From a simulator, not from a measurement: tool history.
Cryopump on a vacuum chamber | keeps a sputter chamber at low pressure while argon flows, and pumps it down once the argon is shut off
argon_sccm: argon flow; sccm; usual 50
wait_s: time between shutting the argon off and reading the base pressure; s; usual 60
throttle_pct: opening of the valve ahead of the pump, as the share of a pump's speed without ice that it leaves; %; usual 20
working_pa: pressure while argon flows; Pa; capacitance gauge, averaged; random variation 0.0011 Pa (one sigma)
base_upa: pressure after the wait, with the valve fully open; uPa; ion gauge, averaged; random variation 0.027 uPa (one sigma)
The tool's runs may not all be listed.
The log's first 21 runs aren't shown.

run    hour  argon_sccm  wait_s  throttle_pct  hours of work since the pump was warmed up and emptied  hours of work since the cold head was overhauled  hours of work since the chamber's fittings were tightened  working_pa  base_upa
 22   726.0          50      86            20                                                     817                                               817                                                        572      0.2920      1.79
 23   751.3          50      86            20                                                     833                                               833                                                        588      0.2911      1.82
 24   795.3          50      86            20                                                     861                                               861                                                        616      0.2898      1.92
 25   833.0          32      92            31                                                     884                                               884                                                        639      0.1255      1.89
 26   869.8          33      92            31                                                     908                                               908                                                        663      0.1304      1.98
 27   920.2          33      92            31                                                     940                                               940                                                        695      0.1298      2.01
 28   946.6          33      92            31                                                     956                                               956                                                        711      0.1298      2.01
 29   985.3          33      92            31                                                     981                                               981                                                        736      0.1306      2.09
     1012.9  -- pump warmed up, emptied and cooled again
 30  1028.6          50      25            20                                                      10                                              1005                                                        760      0.2781      3.58
 31  1058.7          50      77            28                                                      29                                              1024                                                        779      0.1980      1.94
 32  1109.5          50      77            28                                                      61                                              1056                                                        811      0.1995      1.94
 33  1153.6          58     180            53                                                      89                                              1084                                                        839      0.1229      1.51
 34  1189.2          58     180            53                                                     112                                              1107                                                        862      0.1231      1.56

Forecast each of these 3 alternatives for the next run:
  A  1234.7          50      49            20                                                     140                                              1136                                                        891           ?         ?
  B  1234.7          94     187            43                                                     140                                              1136                                                        891           ?         ?
  C  1234.7          20      60            20                                                     140                                              1136                                                        891           ?         ?

run  working_pa  base_upa
  A      0.2786      2.49
  B      0.2458      1.59
  C      0.1126      2.29
Without the tool's hidden state the same runs would have given:
run  working_pa  base_upa
  A      0.2757      1.43
  B      0.2403      0.52
  C      0.1114      1.22
